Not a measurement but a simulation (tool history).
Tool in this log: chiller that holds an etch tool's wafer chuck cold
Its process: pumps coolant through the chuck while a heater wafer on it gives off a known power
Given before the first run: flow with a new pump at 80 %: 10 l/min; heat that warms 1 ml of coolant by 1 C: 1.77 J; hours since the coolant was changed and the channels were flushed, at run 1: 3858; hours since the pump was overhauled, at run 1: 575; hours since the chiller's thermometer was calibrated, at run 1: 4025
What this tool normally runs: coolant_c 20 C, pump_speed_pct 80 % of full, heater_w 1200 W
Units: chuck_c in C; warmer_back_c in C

run	day	coolant_c	pump_speed_pct	heater_w	hours since the coolant was changed and the channels were flushed	hours since the pump was overhauled	hours since the chiller's thermometer was calibrated	chuck_c	warmer_back_c
1	0	20	80	1200	3858	575	4025	28.17	4.05
2	0.629	20	80	1200	3873	590	4041	28.26	4.07
3	1.162	20	80	1200	3886	603	4053	28.22	4.15
4	2.146	20	80	1200	3910	626	4077	28.26	4.18
5	3.208	20	80	1200	3935	652	4102	28.13	4.16
6	4.242	20	75	1200	3960	676	4127	28.74	4.43
7	5.392	20	75	1200	3987	704	4155	28.66	4.44
8	6.596	20	75	1200	4016	733	4184	28.72	4.37
# day 6.696: chiller's thermometer calibrated
9	7.35	20	75	1200	4033	750	16	28.24	4.38
10	8.121	17	70	685	4052	769	34	21.55	2.76
# day 9.221: chiller's thermometer calibrated, once more
11	9.221	17	70	685	4077	794	0	22.84	2.7
12	10.238	19	61	885	4102	818	24	27.61	4.01

Some steps in chuck_c between neighbouring runs. How much of each would the tool show without its hidden state too (settings, what came in, random variation), and how much is left for the hidden state, with any gauge scatter that isn't in both results?
The tool's hidden condition here consists of: heat passed by the chuck's channels, % of clean ones'; flow at a given pump speed, % of a new pump's; coolant's true temperature over the reading, C; drift of the gauge itself on chuck_c, C; drift of the gauge itself on warmer_back_c, C.
Run 9 -> 10: coolant_c 20 -> 17, pump_speed_pct 75 -> 70, heater_w 1200 -> 685. chuck_c -6.69 C: hidden state -0.22, all else -6.47.
Run 10 -> 11: chiller's thermometer calibrated, once more. chuck_c +1.29 C: hidden state +1.45, all else -0.16.
